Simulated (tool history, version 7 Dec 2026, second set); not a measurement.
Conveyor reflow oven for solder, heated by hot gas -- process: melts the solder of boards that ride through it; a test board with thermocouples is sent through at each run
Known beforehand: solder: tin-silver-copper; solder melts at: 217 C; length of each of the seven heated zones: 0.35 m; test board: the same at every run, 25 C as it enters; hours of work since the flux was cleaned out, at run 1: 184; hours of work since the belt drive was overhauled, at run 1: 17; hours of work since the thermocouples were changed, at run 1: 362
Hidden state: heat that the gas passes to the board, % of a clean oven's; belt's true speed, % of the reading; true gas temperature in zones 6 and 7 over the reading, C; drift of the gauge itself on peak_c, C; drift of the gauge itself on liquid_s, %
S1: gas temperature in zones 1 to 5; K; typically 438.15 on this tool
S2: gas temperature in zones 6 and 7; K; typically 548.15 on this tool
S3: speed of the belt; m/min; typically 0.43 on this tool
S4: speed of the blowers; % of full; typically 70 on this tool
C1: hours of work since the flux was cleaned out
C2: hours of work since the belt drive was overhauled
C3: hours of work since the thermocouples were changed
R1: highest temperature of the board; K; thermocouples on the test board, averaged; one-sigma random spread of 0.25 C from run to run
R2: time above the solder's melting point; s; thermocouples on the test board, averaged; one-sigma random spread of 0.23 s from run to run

| run | hour | S1 | S2 | S3 | S4 | C1 | C2 | C3 | R1 | R2 |
|---|---|---|---|---|---|---|---|---|---|---|
| 1 | 0 | 438.15 | 548.15 | 0.43 | 70 | 184 | 17 | 362 | 532.15 | 75.1 |
| 2 | 11.2 | 438.15 | 545.15 | 0.43 | 70 | 192 | 24 | 369 | 529.05 | 72.8 |
| 3 | 26.1 | 438.15 | 545.15 | 0.43 | 70 | 201 | 33 | 378 | 528.65 | 72.9 |
| 4 | 44.1 | 427.15 | 548.15 | 0.43 | 70 | 212 | 45 | 390 | 530.05 | 69.8 |
| 5 | 53 | 438.15 | 548.15 | 0.43 | 70 | 218 | 50 | 395 | 531.45 | 74.9 |
|  | 71.1 | flux residue cleaned out of gas plates and filters |
| 6 | 75.7 | 438.15 | 560.15 | 0.43 | 70 | 3 | 62 | 406 | 542.85 | 83.3 |
| 7 | 88.8 | 438.15 | 560.15 | 0.43 | 70 | 11 | 70 | 415 | 543.45 | 83 |
| 8 | 104.9 | 438.15 | 548.15 | 0.43 | 70 | 21 | 80 | 425 | 532.25 | 75.6 |
| 9 | 122.7 | 438.15 | 548.15 | 0.473 | 70 | 33 | 91 | 436 | 528.65 | 65.5 |
| 10 | 133.1 | 438.15 | 548.15 | 0.473 | 70 | 39 | 98 | 443 | 528.75 | 65.5 |
| 11 | 152.1 | 438.15 | 548.15 | 0.473 | 70 | 51 | 110 | 455 | 528.65 | 65.4 |
| 12 | 167.8 | 448.15 | 548.15 | 0.43 | 54 | 61 | 120 | 465 | 529.85 | 77 |
| 13 | 179 | 448.15 | 548.15 | 0.43 | 54 | 68 | 127 | 472 | 530.25 | 77.9 |
| 14 | 197.4 | 430.15 | 544.15 | 0.412 | 70 | 80 | 138 | 483 | 528.25 | 73.4 |
| 15 | 211.8 | 438.15 | 548.15 | 0.43 | 66 | 89 | 148 | 492 | 530.65 | 74.8 |
| 16 | 222.2 | 448.15 | 548.15 | 0.43 | 70 | 95 | 154 | 499 | 533.55 | 80.4 |
| 17 | 234.3 | 448.15 | 548.15 | 0.43 | 70 | 103 | 162 | 507 | 532.75 | 80.8 |
| 18 | 246.3 | 448.15 | 548.15 | 0.43 | 53 | 111 | 169 | 514 | 529.45 | 77.2 |
| 19 | 263.2 | 438.15 | 548.15 | 0.361 | 65 | 121 | 180 | 525 | 535.75 | 95.2 |
| 20 | 281.4 | 438.15 | 548.15 | 0.361 | 65 | 133 | 192 | 536 | 535.85 | 95.4 |
| 21 | 298.3 | 438.15 | 548.15 | 0.361 | 65 | 143 | 202 | 547 | 535.35 | 94.9 |

Difference, measured minus no-hidden-state, one row per run. Run-to-run variation is common to both terms; the gauge's own scatter need not be:
| run | R1 | R2 |
|---|---|---|
| 1 | -1.9 | -1.7 |
| 2 | -1.9 | -1.7 |
| 3 | -1.9 | -1.8 |
| 4 | -2.1 | -1.9 |
| 5 | -2 | -1.8 |
| 6 | -1.4 | -0.8 |
| 7 | -1.5 | -0.8 |
| 8 | -1.5 | -1.1 |
| 9 | -1.6 | -1.1 |
| 10 | -1.6 | -1.1 |
| 11 | -1.6 | -1.2 |
| 12 | -1.6 | -1.2 |
| 13 | -1.7 | -1.1 |
| 14 | -1.8 | -1.4 |
| 15 | -1.9 | -1.3 |
| 16 | -1.8 | -1.1 |
| 17 | -1.9 | -1.1 |
| 18 | -1.9 | -1.3 |
| 19 | -2 | -1.3 |
| 20 | -2 | -1.3 |
| 21 | -2.1 | -1.3 |

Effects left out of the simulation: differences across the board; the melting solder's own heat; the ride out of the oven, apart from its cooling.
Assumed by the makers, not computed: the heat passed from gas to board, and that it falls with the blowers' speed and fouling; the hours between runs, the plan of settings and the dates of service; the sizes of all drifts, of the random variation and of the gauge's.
